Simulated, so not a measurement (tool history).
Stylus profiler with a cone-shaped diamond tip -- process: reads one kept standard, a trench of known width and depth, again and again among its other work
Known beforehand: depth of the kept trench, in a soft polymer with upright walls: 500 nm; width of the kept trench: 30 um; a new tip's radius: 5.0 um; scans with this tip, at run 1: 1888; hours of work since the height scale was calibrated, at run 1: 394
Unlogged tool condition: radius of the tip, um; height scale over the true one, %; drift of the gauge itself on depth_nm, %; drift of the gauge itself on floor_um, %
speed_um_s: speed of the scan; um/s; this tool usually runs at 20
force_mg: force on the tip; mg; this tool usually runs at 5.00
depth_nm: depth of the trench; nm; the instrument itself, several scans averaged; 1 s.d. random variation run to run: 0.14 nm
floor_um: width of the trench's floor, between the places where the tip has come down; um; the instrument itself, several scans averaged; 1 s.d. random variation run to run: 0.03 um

| run | hour | speed_um_s | force_mg | scans with this tip | hours of work since the height scale was calibrated | depth_nm | floor_um |
|---|---|---|---|---|---|---|---|
| 1 | 0.0 | 20 | 5.00 | 1888 | 394 | 511.23 | 25.59 |
| 2 | 24.1 | 20 | 5.00 | 1939 | 405 | 510.95 | 25.58 |
| 3 | 40.7 | 20 | 14.99 | 1975 | 412 | 522.64 | 25.60 |
| 4 | 51.2 | 20 | 14.99 | 1997 | 417 | 522.53 | 25.59 |
| 5 | 64.6 | 20 | 14.99 | 2026 | 423 | 522.61 | 25.62 |
| 6 | 84.3 | 20 | 14.99 | 2067 | 431 | 522.55 | 25.66 |
| 7 | 107.1 | 63 | 5.00 | 2116 | 442 | 510.90 | 25.51 |
| 8 | 128.2 | 63 | 5.00 | 2161 | 451 | 510.76 | 25.46 |
| 9 | 138.6 | 63 | 5.00 | 2183 | 456 | 511.09 | 25.45 |
| 10 | 157.5 | 63 | 5.00 | 2223 | 464 | 510.79 | 25.53 |
| 11 | 168.6 | 63 | 5.00 | 2247 | 469 | 510.61 | 25.53 |
| 12 | 188.3 | 63 | 5.00 | 2288 | 478 | 510.99 | 25.50 |
| 13 | 210.1 | 63 | 5.00 | 2335 | 487 | 510.92 | 25.51 |
| 14 | 231.3 | 63 | 5.00 | 2380 | 497 | 510.77 | 25.52 |
| 15 | 255.3 | 63 | 5.00 | 2431 | 507 | 510.82 | 25.55 |
| 16 | 272.9 | 63 | 5.00 | 2468 | 515 | 511.00 | 25.49 |
| 17 | 293.0 | 60 | 5.00 | 2511 | 524 | 510.96 | 25.44 |
| 18 | 306.7 | 60 | 5.00 | 2540 | 530 | 510.89 | 25.56 |
| 19 | 324.7 | 60 | 5.00 | 2578 | 538 | 510.79 | 25.48 |
| 20 | 347.9 | 60 | 5.00 | 2627 | 548 | 511.07 | 25.52 |
| 21 | 367.5 | 60 | 5.00 | 2669 | 557 | 510.85 | 25.52 |
| 22 | 387.4 | 60 | 2.81 | 2711 | 566 | 507.38 | 25.45 |

Run 23 is up next; what results do you expect?
| 23 | 407.0 | 60 | 2.81 | 2753 | 575 | ? | ? |

Logged for run 23: depth_nm 507.51 nm, floor_um 25.47 um.
With no hidden state in the tool, this same run would have given depth_nm 507.50 nm, floor_um 25.47 um.
